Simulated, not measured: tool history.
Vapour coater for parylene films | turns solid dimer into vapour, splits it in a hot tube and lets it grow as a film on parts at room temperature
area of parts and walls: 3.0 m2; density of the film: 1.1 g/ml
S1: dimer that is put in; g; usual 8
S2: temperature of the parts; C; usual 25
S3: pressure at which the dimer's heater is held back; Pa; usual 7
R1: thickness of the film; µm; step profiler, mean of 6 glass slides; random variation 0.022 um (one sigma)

run 1 hour=0 | S1=8 S2=25 S3=7 | R1=1.13
run 2 hour=28 | S1=8 S2=25 S3=7 | R1=1.08
run 3 hour=55.2 | S1=8 S2=25 S3=7 | R1=1.07
run 4 hour=80.6 | S1=8 S2=25 S3=3.94 | R1=1.22
run 5 hour=95.9 | S1=8 S2=25 S3=3.94 | R1=1.2
run 6 hour=114 | S1=8 S2=25 S3=3.94 | R1=1.21
run 7 hour=141.9 | S1=8 S2=25 S3=3.94 | R1=1.23
run 8 hour=167.9 | S1=8 S2=25 S3=7 | R1=1.11
run 9 hour=189.4 | S1=8 S2=25 S3=7 | R1=1.06
run 10 hour=215.6 | S1=8 S2=25 S3=7 | R1=1.09
run 11 hour=239 | S1=8 S2=25 S3=7 | R1=1.11
run 12 hour=254.6 | S1=8 S2=22 S3=7 | R1=1.24
run 13 hour=275.6 | S1=8 S2=22 S3=7 | R1=1.25
run 14 hour=303.1 | S1=8 S2=22 S3=7 | R1=1.26
run 15 hour=322.3 | S1=8 S2=25 S3=9.6 | R1=0.97
run 16 hour=340.6 | S1=8 S2=25 S3=9.6 | R1=1.01
run 17 hour=359.3 | S1=8 S2=25 S3=9.6 | R1=1.01
run 18 hour=375.6 | S1=8 S2=25 S3=7 | R1=1.06
run 19 hour=389.2 | S1=8 S2=25 S3=7 | R1=1.05
run 20 hour=414.4 | S1=8 S2=17 S3=7 | R1=1.51
run 21 hour=431 | S1=8 S2=17 S3=7 | R1=1.49
run 22 hour=443 | S1=8 S2=17 S3=7 | R1=1.48
run 23 hour=456.6 | S1=6 S2=17 S3=7 | R1=1.09
run 24 hour=480.2 | S1=6 S2=17 S3=7 | R1=1.06
run 25 hour=505.1 | S1=8 S2=25 S3=2.6 | R1=1.15
run 26 hour=520.8 | S1=3 S2=21 S3=4.35 | R1=0.47
run 27 hour=542.5 | S1=13 S2=18 S3=4.47 | R1=2.43
run 28 hour=565.9 | S1=4 S2=26 S3=2.94 | R1=0.57
run 29 hour=583.8 | S1=4 S2=26 S3=2.94 | R1=0.52
run 30 hour=604.4 | S1=3 S2=20 S3=10.26 | R1=0.46
run 31 hour=625.5 | S1=6 S2=22 S3=4.11 | R1=0.94
run 32 hour=639 | S1=8 S2=25 S3=6.12 | R1=1.06
-- hour=648.8 trap's valve overhauled
run 33 hour=663.6 | S1=8 S2=25 S3=6.12 | R1=1.19
run 34 hour=687.5 | S1=8 S2=25 S3=6.12 | R1=1.18
run 35 hour=711.4 | S1=8 S2=25 S3=6.12 | R1=1.17
run 36 hour=740.2 | S1=8 S2=25 S3=6.12 | R1=1.18
run 37 hour=762.3 | S1=6 S2=37 S3=6.56 | R1=0.49
run 38 hour=782.9 | S1=7 S2=24 S3=7 | R1=1.06
run 39 hour=800.6 | S1=7 S2=24 S3=7 | R1=1.07
run 40 hour=817 | S1=8 S2=25 S3=7.04 | R1=1.16
run 41 hour=832.8 | S1=4 S2=32 S3=3.5 | R1=0.45
run 42 hour=850.1 | S1=4 S2=32 S3=9 | R1=0.38
run 43 hour=865.3 | S1=9 S2=26 S3=8.65 | R1=1.17
run 44 hour=882.9 | S1=6 S2=27 S3=7 | R1=0.74
run 45 hour=908.8 | S1=4 S2=25 S3=6.2 | R1=0.57
run 46 hour=921.3 | S1=8 S2=31 S3=7 | R1=0.87
run 47 hour=944.2 | S1=8 S2=28 S3=2.41 | R1=1.14

4 ways to go on from here, each from the tool as it stands after run 47. What would each give?
run A hour=956.9 | S1=10 S2=28 S3=2.01 | R1=?
run B hour=956.9 | S1=6 S2=21 S3=7 | R1=?
run C hour=956.9 | S1=4 S2=21 S3=7 | R1=?
run D hour=956.9 | S1=8 S2=24 S3=9.73 | R1=?

run=A R1=1.39
run=B R1=1.03
run=C R1=0.64
run=D R1=1.12
Without the tool's hidden state the same runs would have given:
run=A R1=1.53
run=B R1=1.13
run=C R1=0.71
run=D R1=1.24
